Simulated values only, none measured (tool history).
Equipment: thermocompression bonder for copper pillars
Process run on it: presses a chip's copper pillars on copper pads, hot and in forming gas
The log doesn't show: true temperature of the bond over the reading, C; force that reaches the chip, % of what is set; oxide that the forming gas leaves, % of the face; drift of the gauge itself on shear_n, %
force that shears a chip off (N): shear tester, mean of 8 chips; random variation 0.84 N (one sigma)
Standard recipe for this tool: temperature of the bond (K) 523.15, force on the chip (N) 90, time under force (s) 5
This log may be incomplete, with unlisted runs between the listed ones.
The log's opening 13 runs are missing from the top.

| run | hour | temperature of the bond (K) | force on the chip (N) | time under force (s) | hours of work since the heater was calibrated | hours of work since the force cell was calibrated | hours of work since the gas filter was changed | force that shears a chip off (N) |
|---|---|---|---|---|---|---|---|---|
| 14 | 182.4 | 501.15 | 90 | 6 | 637 | 178 | 345 | 57.5 |
| 15 | 200.6 | 501.15 | 90 | 6 | 647 | 188 | 354 | 57.1 |
| 16 | 220.1 | 501.15 | 90 | 10 | 657 | 198 | 364 | 67.7 |
| 17 | 234 | 501.15 | 118 | 10 | 664 | 205 | 372 | 77.1 |
| 18 | 253.5 | 523.15 | 84 | 5 | 674 | 215 | 381 | 68.3 |
| 19 | 269.2 | 523.15 | 84 | 5 | 682 | 223 | 390 | 69.4 |
| 20 | 283.9 | 523.15 | 84 | 5 | 689 | 230 | 397 | 67.6 |
|  | 290.7 | forming gas filter changed |
| 21 | 297.2 | 523.15 | 84 | 5 | 696 | 237 | 3 | 67.8 |
| 22 | 307.2 | 523.15 | 83 | 6 | 701 | 242 | 8 | 71.4 |
| 23 | 322.3 | 544.15 | 69 | 3 | 709 | 250 | 16 | 67.5 |
| 24 | 339.2 | 544.15 | 69 | 3 | 717 | 258 | 25 | 66.4 |
| 25 | 352.6 | 544.15 | 69 | 3 | 724 | 265 | 32 | 66.1 |
| 26 | 365.6 | 540.15 | 127 | 10 | 731 | 272 | 38 | 108.5 |
| 27 | 377.6 | 549.15 | 66 | 4 | 737 | 278 | 44 | 74.9 |
| 28 | 394.5 | 546.15 | 98 | 4 | 746 | 287 | 53 | 84.8 |
| 29 | 408.9 | 546.15 | 98 | 4 | 753 | 294 | 60 | 85.3 |
| 30 | 425.3 | 518.15 | 98 | 4 | 761 | 303 | 69 | 65.3 |
| 31 | 434.3 | 502.15 | 64 | 8 | 766 | 307 | 73 | 53.8 |
| 32 | 446.1 | 523.15 | 118 | 5 | 772 | 313 | 80 | 79.3 |
| 33 | 457.1 | 523.15 | 57 | 6 | 778 | 319 | 85 | 61.3 |
| 34 | 473.6 | 523.15 | 57 | 6 | 786 | 327 | 94 | 60.7 |
| 35 | 483.5 | 508.15 | 60 | 6 | 791 | 332 | 99 | 50.8 |
| 36 | 495.8 | 523.15 | 127 | 4 | 797 | 339 | 105 | 77.5 |

Predict the results of run 37:
| 37 | 505.6 | 523.15 | 127 | 4 | 802 | 344 | 110 | ? |

force that shears a chip off (N): 77.5
With no hidden state in the tool, this same run would have given force that shears a chip off (N) 77.8.

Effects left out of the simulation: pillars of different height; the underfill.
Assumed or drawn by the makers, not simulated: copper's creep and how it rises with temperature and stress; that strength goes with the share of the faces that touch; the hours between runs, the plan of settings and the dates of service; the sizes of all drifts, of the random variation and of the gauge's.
